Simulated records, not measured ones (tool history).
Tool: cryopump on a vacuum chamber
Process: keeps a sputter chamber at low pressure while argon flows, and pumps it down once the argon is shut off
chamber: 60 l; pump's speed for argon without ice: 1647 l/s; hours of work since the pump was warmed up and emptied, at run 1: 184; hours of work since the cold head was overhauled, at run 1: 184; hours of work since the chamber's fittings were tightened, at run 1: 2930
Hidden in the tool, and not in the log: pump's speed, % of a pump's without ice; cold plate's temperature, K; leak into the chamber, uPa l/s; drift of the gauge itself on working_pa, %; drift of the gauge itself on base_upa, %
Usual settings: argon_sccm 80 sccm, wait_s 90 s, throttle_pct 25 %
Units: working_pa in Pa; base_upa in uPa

run	hour	argon_sccm	wait_s	throttle_pct	hours of work since the pump was warmed up and emptied	hours of work since the cold head was overhauled	hours of work since the chamber's fittings were tightened	working_pa	base_upa
1	0.0	80	90	25	184	184	2930	0.3342	1.57
2	10.3	80	90	25	189	189	2935	0.3331	1.63
3	30.2	80	90	19	199	199	2944	0.4351	1.58
4	48.4	80	90	25	208	208	2953	0.3318	1.60
5	59.5	80	90	25	213	213	2959	0.3366	1.57
6	75.2	80	90	25	221	221	2966	0.3347	1.58
7	88.9	80	90	25	227	227	2973	0.3343	1.63
8	99.1	80	90	25	232	232	2978	0.3348	1.65
9	117.3	80	90	25	241	241	2987	0.3345	1.53
10	129.6	80	90	25	247	247	2993	0.3345	1.61
11	148.4	80	90	25	256	256	3002	0.3363	1.60
12	159.7	80	90	25	262	262	3007	0.3368	1.64
13	173.0	80	90	25	268	268	3014	0.3383	1.63
14	192.2	80	90	25	277	277	3023	0.3348	1.69
15	207.6	80	90	25	285	285	3030	0.3359	1.68
16	226.6	80	90	25	294	294	3040	0.3350	1.62
17	242.2	80	90	25	302	302	3047	0.3365	1.66
18	258.2	80	90	25	309	309	3055	0.3356	1.66
19	273.3	80	121	26	317	317	3062	0.3242	1.48
20	281.5	54	90	26	321	321	3066	0.2204	1.62
21	301.1	46	264	21	330	330	3076	0.2275	1.21
22	320.2	59	111	30	339	339	3085	0.2097	1.51
23	332.0	137	59	59	345	345	3091	0.2540	2.00
24	346.9	137	59	59	352	352	3098	0.2552	2.00
25	355.6	50	34	25	357	357	3102	0.2086	2.67
26	364.6	80	41	50	361	361	3107	0.1751	2.34
27	376.1	44	42	32	367	367	3112	0.1466	2.35
28	385.8	80	236	25	371	371	3117	0.3410	1.32
29	405.3	139	119	21	381	381	3126	0.7016	1.51
30	414.1	77	35	50	385	385	3131	0.1690	2.68
31	427.7	77	265	41	392	392	3137	0.2019	1.32
32	437.9	77	265	30	397	397	3142	0.2730	1.30
33	447.5	80	25	27	401	401	3147	0.3156	3.34
34	466.5	80	25	27	410	410	3156	0.3141	3.34
35	475.8	69	265	23	415	415	3160	0.3149	1.28

Forecast each of these 3 alternatives for the next run:
A	493.7	69	265	17	424	424	3169	?	?
B	493.7	125	90	20	424	424	3169	?	?
C	493.7	69	36	42	424	424	3169	?	?

run	working_pa	base_upa
A	0.4263	1.31
B	0.6597	1.74
C	0.1770	2.59
Without the tool's hidden state the same runs would have given:
run	working_pa	base_upa
A	0.4166	0.37
B	0.6421	0.78
C	0.1673	1.67

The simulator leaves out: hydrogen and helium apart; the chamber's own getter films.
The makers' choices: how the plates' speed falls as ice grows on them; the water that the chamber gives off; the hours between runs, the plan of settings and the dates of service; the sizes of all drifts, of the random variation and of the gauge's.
